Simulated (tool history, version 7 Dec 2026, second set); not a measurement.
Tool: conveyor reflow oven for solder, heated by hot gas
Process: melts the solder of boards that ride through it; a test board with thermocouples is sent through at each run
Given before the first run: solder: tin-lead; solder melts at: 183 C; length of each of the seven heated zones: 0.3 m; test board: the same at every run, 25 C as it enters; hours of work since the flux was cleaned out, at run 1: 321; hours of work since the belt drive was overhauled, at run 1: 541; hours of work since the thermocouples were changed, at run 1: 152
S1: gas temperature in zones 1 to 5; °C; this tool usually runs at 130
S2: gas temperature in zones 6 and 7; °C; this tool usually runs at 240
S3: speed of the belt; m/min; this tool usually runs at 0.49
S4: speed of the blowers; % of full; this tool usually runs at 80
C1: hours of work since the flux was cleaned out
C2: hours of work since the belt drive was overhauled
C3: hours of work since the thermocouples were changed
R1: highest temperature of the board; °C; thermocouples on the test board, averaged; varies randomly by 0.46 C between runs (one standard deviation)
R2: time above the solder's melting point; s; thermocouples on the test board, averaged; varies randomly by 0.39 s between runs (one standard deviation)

{"run": 1, "hour": 0.0, "S1": 130, "S2": 240, "S3": 0.49, "S4": 80, "C1": 321, "C2": 541, "C3": 152, "R1": 219, "R2": 54.4}
{"run": 2, "hour": 30.5, "S1": 130, "S2": 240, "S3": 0.49, "S4": 80, "C1": 337, "C2": 557, "C3": 168, "R1": 219.2, "R2": 53.9}
{"run": 3, "hour": 54.2, "S1": 130, "S2": 240, "S3": 0.49, "S4": 80, "C1": 349, "C2": 569, "C3": 180, "R1": 219.1, "R2": 53.6}
{"run": 4, "hour": 75.0, "S1": 130, "S2": 240, "S3": 0.422, "S4": 80, "C1": 360, "C2": 580, "C3": 191, "R1": 224.2, "R2": 67.1}
{"run": 5, "hour": 95.8, "S1": 130, "S2": 240, "S3": 0.422, "S4": 80, "C1": 371, "C2": 591, "C3": 202, "R1": 224.2, "R2": 67.2}
{"run": 6, "hour": 138.9, "S1": 130, "S2": 240, "S3": 0.422, "S4": 80, "C1": 393, "C2": 613, "C3": 224, "R1": 223.3, "R2": 67.9}
{"run": 7, "hour": 180.4, "S1": 130, "S2": 240, "S3": 0.49, "S4": 80, "C1": 415, "C2": 635, "C3": 246, "R1": 218.4, "R2": 53.9}
{"run": 8, "hour": 208.2, "S1": 130, "S2": 240, "S3": 0.49, "S4": 80, "C1": 430, "C2": 649, "C3": 261, "R1": 218.1, "R2": 53.5}
{"hour": 254.2, "done": "flux residue cleaned out of gas plates and filters"}
{"run": 9, "hour": 254.2, "S1": 130, "S2": 240, "S3": 0.49, "S4": 80, "C1": 0, "C2": 671, "C3": 282, "R1": 216.2, "R2": 52.4}
{"run": 10, "hour": 291.9, "S1": 130, "S2": 240, "S3": 0.49, "S4": 80, "C1": 20, "C2": 691, "C3": 302, "R1": 216.4, "R2": 51.3}
{"run": 11, "hour": 316.6, "S1": 130, "S2": 240, "S3": 0.49, "S4": 79, "C1": 33, "C2": 703, "C3": 315, "R1": 215.9, "R2": 51.6}
{"run": 12, "hour": 353.6, "S1": 130, "S2": 240, "S3": 0.49, "S4": 79, "C1": 52, "C2": 723, "C3": 334, "R1": 216.6, "R2": 51.6}
{"run": 13, "hour": 381.3, "S1": 130, "S2": 240, "S3": 0.49, "S4": 79, "C1": 66, "C2": 737, "C3": 349, "R1": 215.9, "R2": 51.9}
{"hour": 390.0, "done": "flux residue cleaned out of gas plates and filters, once more"}
{"run": 14, "hour": 426.8, "S1": 130, "S2": 240, "S3": 0.49, "S4": 79, "C1": 19, "C2": 758, "C3": 370, "R1": 220.9, "R2": 54.9}
{"run": 15, "hour": 462.2, "S1": 130, "S2": 240, "S3": 0.49, "S4": 80, "C1": 38, "C2": 777, "C3": 388, "R1": 220.5, "R2": 55.5}
{"run": 16, "hour": 497.7, "S1": 130, "S2": 240, "S3": 0.49, "S4": 80, "C1": 56, "C2": 795, "C3": 407, "R1": 220.6, "R2": 56.3}
{"run": 17, "hour": 531.5, "S1": 130, "S2": 240, "S3": 0.49, "S4": 80, "C1": 74, "C2": 813, "C3": 424, "R1": 219.8, "R2": 55.4}
{"run": 18, "hour": 555.2, "S1": 130, "S2": 250, "S3": 0.416, "S4": 76, "C1": 86, "C2": 825, "C3": 437, "R1": 233.3, "R2": 75.1}
{"run": 19, "hour": 587.0, "S1": 134, "S2": 232, "S3": 0.508, "S4": 76, "C1": 103, "C2": 842, "C3": 453, "R1": 211.1, "R2": 47.9}
{"run": 20, "hour": 623.2, "S1": 130, "S2": 243, "S3": 0.49, "S4": 56, "C1": 122, "C2": 861, "C3": 472, "R1": 216.3, "R2": 51.8}
{"run": 21, "hour": 666.4, "S1": 125, "S2": 231, "S3": 0.431, "S4": 75, "C1": 144, "C2": 884, "C3": 495, "R1": 213.6, "R2": 56.4}
{"hour": 699.3, "done": "thermocouples of zones 6 and 7 changed"}
{"run": 22, "hour": 706.0, "S1": 128, "S2": 240, "S3": 0.542, "S4": 73, "C1": 164, "C2": 903, "C3": 4, "R1": 215.6, "R2": 46.1}
{"run": 23, "hour": 737.4, "S1": 124, "S2": 240, "S3": 0.536, "S4": 64, "C1": 180, "C2": 920, "C3": 20, "R1": 212.1, "R2": 42.9}
{"run": 24, "hour": 772.5, "S1": 130, "S2": 240, "S3": 0.49, "S4": 80, "C1": 199, "C2": 938, "C3": 38, "R1": 221.2, "R2": 55.9}
{"run": 25, "hour": 793.4, "S1": 136, "S2": 251, "S3": 0.49, "S4": 68, "C1": 210, "C2": 949, "C3": 49, "R1": 229.8, "R2": 63.6}
{"run": 26, "hour": 816.9, "S1": 136, "S2": 251, "S3": 0.49, "S4": 67, "C1": 222, "C2": 961, "C3": 61, "R1": 229.2, "R2": 62.1}
{"run": 27, "hour": 856.3, "S1": 136, "S2": 238, "S3": 0.49, "S4": 71, "C1": 243, "C2": 982, "C3": 82, "R1": 218.9, "R2": 56.7}
{"run": 28, "hour": 876.5, "S1": 136, "S2": 238, "S3": 0.443, "S4": 71, "C1": 253, "C2": 992, "C3": 93, "R1": 221.8, "R2": 64.9}
{"run": 29, "hour": 898.2, "S1": 138, "S2": 228, "S3": 0.391, "S4": 72, "C1": 264, "C2": 1004, "C3": 104, "R1": 217, "R2": 72.5}
{"run": 30, "hour": 928.9, "S1": 126, "S2": 240, "S3": 0.49, "S4": 80, "C1": 280, "C2": 1020, "C3": 120, "R1": 220.1, "R2": 54}
{"run": 31, "hour": 965.1, "S1": 124, "S2": 240, "S3": 0.554, "S4": 80, "C1": 299, "C2": 1039, "C3": 139, "R1": 214.1, "R2": 43.1}

What if the next run were any one of these 3? Each begins from the tool's condition after run 31:
{"run": "A", "hour": 997.1, "S1": 129, "S2": 229, "S3": 0.554, "S4": 57, "C1": 316, "C2": 1055, "C3": 156, "R1": "?", "R2": "?"}
{"run": "B", "hour": 997.1, "S1": 122, "S2": 240, "S3": 0.554, "S4": 80, "C1": 316, "C2": 1055, "C3": 156, "R1": "?", "R2": "?"}
{"run": "C", "hour": 997.1, "S1": 137, "S2": 251, "S3": 0.49, "S4": 80, "C1": 316, "C2": 1055, "C3": 156, "R1": "?", "R2": "?"}

run=A R1=200.2 R2=30.2
run=B R1=214 R2=41.7
run=C R1=231.9 R2=65
Had the tool no hidden state, the same runs would have come out as:
run=A R1=200.9 R2=30.3
run=B R1=215.1 R2=41.6
run=C R1=232.8 R2=63.7
